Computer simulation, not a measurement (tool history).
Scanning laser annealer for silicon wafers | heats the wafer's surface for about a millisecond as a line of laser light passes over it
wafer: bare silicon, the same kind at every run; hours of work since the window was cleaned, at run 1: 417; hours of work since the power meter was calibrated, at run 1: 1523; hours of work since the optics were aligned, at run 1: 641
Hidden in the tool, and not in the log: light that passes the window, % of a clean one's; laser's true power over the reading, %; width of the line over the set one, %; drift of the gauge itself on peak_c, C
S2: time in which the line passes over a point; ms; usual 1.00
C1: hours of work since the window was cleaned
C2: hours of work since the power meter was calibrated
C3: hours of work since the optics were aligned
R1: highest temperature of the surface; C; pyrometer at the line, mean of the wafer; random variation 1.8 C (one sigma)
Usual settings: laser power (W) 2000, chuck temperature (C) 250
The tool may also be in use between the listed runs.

run 1 hour=0.0 | laser_power_(W)=2000 S2=1.00 chuck_temperature_(C)=250 | C1=417 C2=1523 C3=641 | R1=976
run 2 hour=48.7 | laser_power_(W)=2000 S2=1.00 chuck_temperature_(C)=250 | C1=446 C2=1552 C3=671 | R1=967
run 3 hour=76.9 | laser_power_(W)=2000 S2=1.00 chuck_temperature_(C)=250 | C1=463 C2=1569 C3=687 | R1=968
run 4 hour=132.0 | laser_power_(W)=2000 S2=0.78 chuck_temperature_(C)=250 | C1=496 C2=1602 C3=720 | R1=872
run 5 hour=199.9 | laser_power_(W)=2099 S2=0.78 chuck_temperature_(C)=250 | C1=537 C2=1642 C3=761 | R1=906
-- hour=238.4 optics aligned, line set to its width
run 6 hour=272.6 | laser_power_(W)=2099 S2=0.78 chuck_temperature_(C)=250 | C1=577 C2=1683 C3=20 | R1=921
run 7 hour=322.6 | laser_power_(W)=2000 S2=1.00 chuck_temperature_(C)=250 | C1=607 C2=1713 C3=50 | R1=976
-- hour=338.8 window over the wafer cleaned
run 8 hour=354.1 | laser_power_(W)=2000 S2=1.00 chuck_temperature_(C)=250 | C1=9 C2=1731 C3=68 | R1=1024
run 9 hour=383.7 | laser_power_(W)=2000 S2=1.00 chuck_temperature_(C)=250 | C1=27 C2=1748 C3=86 | R1=1020
run 10 hour=444.2 | laser_power_(W)=2000 S2=1.00 chuck_temperature_(C)=259 | C1=63 C2=1784 C3=122 | R1=1024
run 11 hour=490.4 | laser_power_(W)=2000 S2=1.00 chuck_temperature_(C)=250 | C1=91 C2=1812 C3=150 | R1=1009
run 12 hour=536.8 | laser_power_(W)=2000 S2=1.00 chuck_temperature_(C)=250 | C1=118 C2=1840 C3=177 | R1=1010
run 13 hour=568.0 | laser_power_(W)=2000 S2=1.00 chuck_temperature_(C)=250 | C1=137 C2=1859 C3=196 | R1=1012
run 14 hour=635.5 | laser_power_(W)=2000 S2=1.00 chuck_temperature_(C)=250 | C1=178 C2=1899 C3=236 | R1=1005
run 15 hour=678.5 | laser_power_(W)=2000 S2=1.00 chuck_temperature_(C)=250 | C1=203 C2=1925 C3=262 | R1=1000
run 16 hour=707.2 | laser_power_(W)=2100 S2=1.00 chuck_temperature_(C)=250 | C1=220 C2=1942 C3=279 | R1=1044
run 17 hour=772.0 | laser_power_(W)=2100 S2=1.00 chuck_temperature_(C)=237 | C1=259 C2=1981 C3=318 | R1=1026
run 18 hour=802.1 | laser_power_(W)=2000 S2=1.00 chuck_temperature_(C)=250 | C1=277 C2=1999 C3=336 | R1=990
run 19 hour=842.3 | laser_power_(W)=2091 S2=0.90 chuck_temperature_(C)=256 | C1=301 C2=2023 C3=360 | R1=991
run 20 hour=888.2 | laser_power_(W)=2091 S2=0.90 chuck_temperature_(C)=227 | C1=329 C2=2050 C3=388 | R1=963
run 21 hour=933.3 | laser_power_(W)=2091 S2=0.90 chuck_temperature_(C)=227 | C1=356 C2=2077 C3=415 | R1=960
run 22 hour=998.1 | laser_power_(W)=1880 S2=1.17 chuck_temperature_(C)=223 | C1=394 C2=2116 C3=453 | R1=960
run 23 hour=1059.6 | laser_power_(W)=1948 S2=0.89 chuck_temperature_(C)=234 | C1=431 C2=2153 C3=490 | R1=884

Run 24 comes next. What will it give?
run 24 hour=1091.5 | laser_power_(W)=2031 S2=0.89 chuck_temperature_(C)=216 | C1=450 C2=2172 C3=509 | R1=?

R1: 902 C
Without the tool's hidden state the same run would have given R1 958 C.

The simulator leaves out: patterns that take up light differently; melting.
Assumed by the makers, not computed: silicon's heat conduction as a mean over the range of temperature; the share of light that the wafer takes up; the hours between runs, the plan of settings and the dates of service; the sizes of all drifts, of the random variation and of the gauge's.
